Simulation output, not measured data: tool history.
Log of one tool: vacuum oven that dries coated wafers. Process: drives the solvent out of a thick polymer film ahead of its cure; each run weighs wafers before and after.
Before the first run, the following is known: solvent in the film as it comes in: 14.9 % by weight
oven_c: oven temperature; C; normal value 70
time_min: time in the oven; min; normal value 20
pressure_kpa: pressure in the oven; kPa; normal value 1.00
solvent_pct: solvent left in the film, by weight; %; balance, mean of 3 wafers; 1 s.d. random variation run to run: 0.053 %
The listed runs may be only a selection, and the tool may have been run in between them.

Run 1, hour 0.0: usual settings. Result: solvent_pct 1.88 %.
Run 2, hour 46.9: usual settings. Result: solvent_pct 1.65 %.
Run 3, hour 74.6: usual settings but oven_c 69 C. Result: solvent_pct 1.95 %.
Run 4, hour 114.9: usual settings but oven_c 69 C. Result: solvent_pct 1.93 %.
Run 5, hour 146.8: usual settings. Result: solvent_pct 1.79 %.
Run 6, hour 206.3: usual settings but oven_c 61 C. Result: solvent_pct 4.01 %.
Run 7, hour 260.4: usual settings but oven_c 55 C. Result: solvent_pct 5.78 %.
Run 8, hour 298.8: usual settings but oven_c 55 C. Result: solvent_pct 5.69 %.
Run 9, hour 339.5: usual settings but oven_c 55 C. Result: solvent_pct 5.81 %.
Run 10, hour 398.2: usual settings but oven_c 55 C. Result: solvent_pct 5.73 %.
Run 11, hour 449.7: usual settings but oven_c 55 C. Result: solvent_pct 5.80 %.
Run 12, hour 506.7: usual settings but oven_c 55 C. Result: solvent_pct 5.77 %.
Run 13, hour 552.0: usual settings but oven_c 55 C. Result: solvent_pct 5.74 %.
Run 14, hour 597.5: usual settings. Result: solvent_pct 1.93 %.
Run 15, hour 654.2: usual settings but time_min 16 min. Result: solvent_pct 2.38 %.
Run 16, hour 707.4: usual settings. Result: solvent_pct 1.83 %.
Run 17, hour 756.7: usual settings but oven_c 60 C. Result: solvent_pct 4.18 %.
Run 18, hour 784.7: usual settings. Result: solvent_pct 1.82 %.
Run 19, hour 843.9: usual settings. Result: solvent_pct 1.87 %.
Run 20, hour 898.3: usual settings. Result: solvent_pct 1.78 %.
Run 21, hour 947.9: usual settings. Result: solvent_pct 1.90 %.
Run 22, hour 993.7: usual settings. Result: solvent_pct 1.81 %.
Run 23, hour 1048.8: usual settings but time_min 25 min, pressure_kpa 1.05 kPa. Result: solvent_pct 1.46 %.
Run 24, hour 1073.7: usual settings but time_min 25 min, pressure_kpa 1.05 kPa. Result: solvent_pct 1.43 %.
Run 25, hour 1124.6: usual settings but time_min 25 min, pressure_kpa 1.05 kPa. Result: solvent_pct 1.39 %.
Run 26, hour 1165.2: usual settings but time_min 25 min, pressure_kpa 1.05 kPa. Result: solvent_pct 1.44 %.
Run 27, hour 1209.2: usual settings but time_min 16 min, pressure_kpa 0.78 kPa. Result: solvent_pct 2.24 %.
Run 28, hour 1245.9: usual settings but time_min 36 min, pressure_kpa 1.57 kPa. Result: solvent_pct 1.52 %.
Run 29, hour 1279.3: usual settings but oven_c 67 C, time_min 13 min, pressure_kpa 3.10 kPa. Result: solvent_pct 5.58 %.
At hour 1296.5: oven's thermocouples calibrated.
Run 30, hour 1312.1: usual settings but oven_c 65 C, pressure_kpa 2.87 kPa. Result: solvent_pct 4.65 %.
Run 31, hour 1367.9: usual settings but oven_c 64 C, time_min 18 min, pressure_kpa 3.97 kPa. Result: solvent_pct 6.35 %.
Run 32, hour 1410.0: usual settings but oven_c 62 C, time_min 22 min, pressure_kpa 3.77 kPa. Result: solvent_pct 6.26 %.
Run 33, hour 1456.9: usual settings but oven_c 62 C, time_min 22 min, pressure_kpa 3.77 kPa. Result: solvent_pct 6.34 %.
Run 34, hour 1517.3: usual settings but oven_c 84 C, time_min 11 min, pressure_kpa 2.38 kPa. Result: solvent_pct 1.72 %.
Run 35, hour 1542.7: usual settings but oven_c 79 C, time_min 15 min, pressure_kpa 0.86 kPa. Result: solvent_pct 1.06 %.
Run 36, hour 1600.0: usual settings but oven_c 64 C, time_min 16 min, pressure_kpa 0.86 kPa. Result: solvent_pct 3.64 %.
Run 37, hour 1644.4: usual settings but oven_c 64 C, time_min 16 min, pressure_kpa 0.86 kPa. Result: solvent_pct 3.76 %.
Run 38, hour 1701.8: usual settings but oven_c 64 C, time_min 21 min, pressure_kpa 0.86 kPa. Result: solvent_pct 2.81 %.
Run 39, hour 1728.0: usual settings but oven_c 78 C, time_min 21 min, pressure_kpa 1.44 kPa. Result: solvent_pct 1.04 %.
Run 40, hour 1789.1: usual settings but oven_c 78 C, time_min 21 min, pressure_kpa 1.44 kPa. Result: solvent_pct 1.06 %.
Run 41, hour 1833.4: usual settings but oven_c 78 C, time_min 21 min, pressure_kpa 1.44 kPa. Result: solvent_pct 1.16 %.
Run 42, hour 1859.1: usual settings but oven_c 78 C, time_min 12 min, pressure_kpa 1.44 kPa. Result: solvent_pct 1.95 %.
Run 43, hour 1884.5: usual settings but oven_c 79 C, time_min 12 min, pressure_kpa 0.75 kPa. Result: solvent_pct 1.27 %.

5 options for the next run, each taken on its own from the tool as it stands now. Forecast them:
Run A, hour 1922.1: usual settings but oven_c 76 C, time_min 10 min, pressure_kpa 0.75 kPa. Result: solvent_pct ?.
Run B, hour 1922.1: usual settings but oven_c 78 C, time_min 32 min, pressure_kpa 0.85 kPa. Result: solvent_pct ?.
Run C, hour 1922.1: usual settings but time_min 22 min, pressure_kpa 0.52 kPa. Result: solvent_pct ?.
Run D, hour 1922.1: usual settings but oven_c 62 C, time_min 14 min, pressure_kpa 1.18 kPa. Result: solvent_pct ?.
Run E, hour 1922.1: usual settings but oven_c 63 C, time_min 12 min, pressure_kpa 2.06 kPa. Result: solvent_pct ?.

run  solvent_pct
  A         2.33
  B         0.59
  C         1.14
  D         5.15
  E         6.34
With the hidden condition removed and each run's random variation left untouched, the same runs would have given:
run  solvent_pct
  A         2.31
  B         0.58
  C         1.11
  D         5.12
  E         6.31
